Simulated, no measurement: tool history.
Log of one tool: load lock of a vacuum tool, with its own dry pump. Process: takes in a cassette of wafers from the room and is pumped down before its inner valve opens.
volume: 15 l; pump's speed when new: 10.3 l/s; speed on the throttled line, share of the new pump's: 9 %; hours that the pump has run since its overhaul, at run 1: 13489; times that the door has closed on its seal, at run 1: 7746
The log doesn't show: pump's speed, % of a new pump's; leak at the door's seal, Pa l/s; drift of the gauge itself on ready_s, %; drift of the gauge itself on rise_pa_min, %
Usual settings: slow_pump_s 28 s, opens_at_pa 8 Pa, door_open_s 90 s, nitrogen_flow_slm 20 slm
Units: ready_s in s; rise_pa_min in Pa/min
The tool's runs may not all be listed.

run	day	slow_pump_s	opens_at_pa	door_open_s	nitrogen_flow_slm	hours that the pump has run since its overhaul	times that the door has closed on its seal	incoming humidity of the room's air, %	ready_s	rise_pa_min
1	0	28	8	90	20	13489	7746	44.7	41.1	0.148
2	24.021	28	6	90	20	14066	8399	45.2	41.6	0.164
3	36.496	28	14	90	20	14365	8738	49.4	40	0.168
4	61.288	28	14	90	20	14960	9411	46.2	40.2	0.175
5	83.158	28	14	90	20	15485	10005	44.9	40.3	0.198
6	98.312	28	14	90	20	15849	10417	45.9	40.1	0.201
7	116.075	28	14	90	20	16275	10899	45.5	40.3	0.209
8	139.933	28	14	90	20	16847	11547	44.1	40.4	0.226
9	153.267	28	8	90	20	17167	11909	42.9	41.5	0.231
10	165.662	28	8	90	20	17465	12246	40.1	41.5	0.237
11	187.033	28	8	90	33	17978	12827	44.4	41.6	0.248
12	211.462	28	8	90	33	18564	13490	45	41.8	0.266
13	227.404	28	8	90	33	18947	13923	45.8	41.9	0.281
14	242.629	28	10	90	20	19312	14337	41.2	41.7	0.287
15	269.512	28	10	90	20	19957	15067	44.6	41.6	0.314
16	298.458	28	8	90	7	20652	15853	41.8	42.2	0.351
17	314.271	28	8	90	7	21031	16283	39.2	42	0.36
18	327.729	28	8	30	20	21355	16648	46.9	42.3	0.337
# day 343.067: dry pump taken out, an overhauled one fitted
19	345.042	28	8	30	20	47	17112	44.4	39.2	0.355
20	362.204	28	8	30	20	459	17578	45.7	39.3	0.375
21	376.604	28	8	30	20	805	17969	44.9	39.1	0.379
22	404.554	24	8	90	12	1476	18728	44.3	36.1	0.419
23	417.188	24	8	90	12	1779	19071	42.9	36.1	0.442
24	438.096	46	12	90	22	2281	19639	43.6	55.5	0.451
25	457.225	46	12	90	22	2740	20159	43.9	55.1	0.463
26	470.958	46	12	90	22	3069	20532	42.4	55.2	0.482
# day 495.6: door's seal changed, seat wiped
27	495.6	28	7	90	19	3659	0	43.3	40.1	0.043
28	523.888	28	7	90	34	4338	769	45	40	0.038
29	538.475	24	6	48	14	4688	1165	44.4	36.7	0.049
30	560.196	15	7	65	6	5210	1755	47.1	28.5	0.064
31	585.308	15	7	31	6	5812	2437	48.9	28.5	0.049
32	599.004	15	7	31	8	6141	2809	44.9	28.5	0.059
33	620.033	15	7	31	8	6646	3380	45	28.8	0.065
34	641.533	21	9	90	18	7162	3964	45.2	33.7	0.084

Some steps in ready_s between neighbouring runs. How much of each would the tool show without its hidden state too (settings, what came in, random variation), and how much is left for the hidden state, with any gauge scatter that isn't in both results?
Run 8 -> 9: opens_at_pa 14 -> 8. ready_s +1.1 s: hidden state +0.3, all else +0.8.
Run 18 -> 19: dry pump taken out, an overhauled one fitted. ready_s -3.1 s: hidden state -2.9, all else -0.2.
Run 23 -> 24: slow_pump_s 24 -> 46, opens_at_pa 8 -> 12, nitrogen_flow_slm 12 -> 22. ready_s +19.4 s: hidden state +0, all else +19.4.
Run 26 -> 27: slow_pump_s 46 -> 28, opens_at_pa 12 -> 7, nitrogen_flow_slm 22 -> 19, door's seal changed, seat wiped. ready_s -15.1 s: hidden state +0.3, all else -15.4.
Run 29 -> 30: slow_pump_s 24 -> 15, opens_at_pa 6 -> 7, door_open_s 48 -> 65, nitrogen_flow_slm 14 -> 6. ready_s -8.2 s: hidden state +0.1, all else -8.3.
